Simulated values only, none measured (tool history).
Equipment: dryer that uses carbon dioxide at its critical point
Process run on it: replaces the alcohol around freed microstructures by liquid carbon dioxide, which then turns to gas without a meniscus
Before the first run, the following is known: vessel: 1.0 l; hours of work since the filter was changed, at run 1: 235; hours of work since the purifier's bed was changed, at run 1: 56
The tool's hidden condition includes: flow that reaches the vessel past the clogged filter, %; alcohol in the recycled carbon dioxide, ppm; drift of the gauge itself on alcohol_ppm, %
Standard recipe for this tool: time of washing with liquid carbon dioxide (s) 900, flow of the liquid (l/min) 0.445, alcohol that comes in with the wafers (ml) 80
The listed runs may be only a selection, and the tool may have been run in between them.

run,day,time of washing with liquid carbon dioxide (s),flow of the liquid (l/min),alcohol that comes in with the wafers (ml),hours of work since the filter was changed,hours of work since the purifier's bed was changed,alcohol left in the vessel before it's heated (ppm by volume)
1,0,900,0.445,80,235,56,228
2,0.296,900,0.306,80,239,60,1416
3,0.671,900,0.306,80,243,64,1400
4,0.933,1380,0.445,80,246,67,28
5,1.196,1380,0.445,80,249,70,24
6,1.462,1380,0.445,80,252,73,20
7,1.9,1380,0.445,80,257,78,32
8,2.375,900,0.311,80,262,83,1315
9,2.688,900,0.311,80,266,87,1331
10,2.996,900,0.373,80,269,90,610
11,3.462,900,0.445,80,275,96,239
12,3.85,900,0.445,80,279,100,238
13,4.15,900,0.445,80,282,104,241
14,4.567,900,0.445,80,287,108,242
15,4.975,900,0.423,80,292,113,323
16,5.308,900,0.344,31,296,117,360
17,5.592,780,0.692,119,299,120,66
18,6.062,720,0.679,42,304,125,43
19,6.525,720,0.594,34,310,131,86
20,6.779,720,0.594,34,312,134,88
21,7.188,900,0.445,50,317,138,168
22,7.6,900,0.445,32,322,143,119
23,8.033,960,0.532,69,327,148,60
24,8.242,960,0.532,69,329,150,61
25,8.629,1080,0.319,100,334,155,719

Hidden state or all else? Some run-to-run changes of alcohol left in the vessel before it's heated (ppm by volume), split into what the settings, what came in and random variation would give without the hidden state, and what is left for the hidden state (with any gauge scatter that isn't in both results):
Run 3 -> 4: time of washing with liquid carbon dioxide (s) 900 -> 1380, flow of the liquid (l/min) 0.306 -> 0.445. alcohol left in the vessel before it's heated (ppm by volume) -1372: hidden state -241, all else -1131.
Run 7 -> 8: time of washing with liquid carbon dioxide (s) 1380 -> 900, flow of the liquid (l/min) 0.445 -> 0.311. alcohol left in the vessel before it's heated (ppm by volume) +1283: hidden state +247, all else +1036.

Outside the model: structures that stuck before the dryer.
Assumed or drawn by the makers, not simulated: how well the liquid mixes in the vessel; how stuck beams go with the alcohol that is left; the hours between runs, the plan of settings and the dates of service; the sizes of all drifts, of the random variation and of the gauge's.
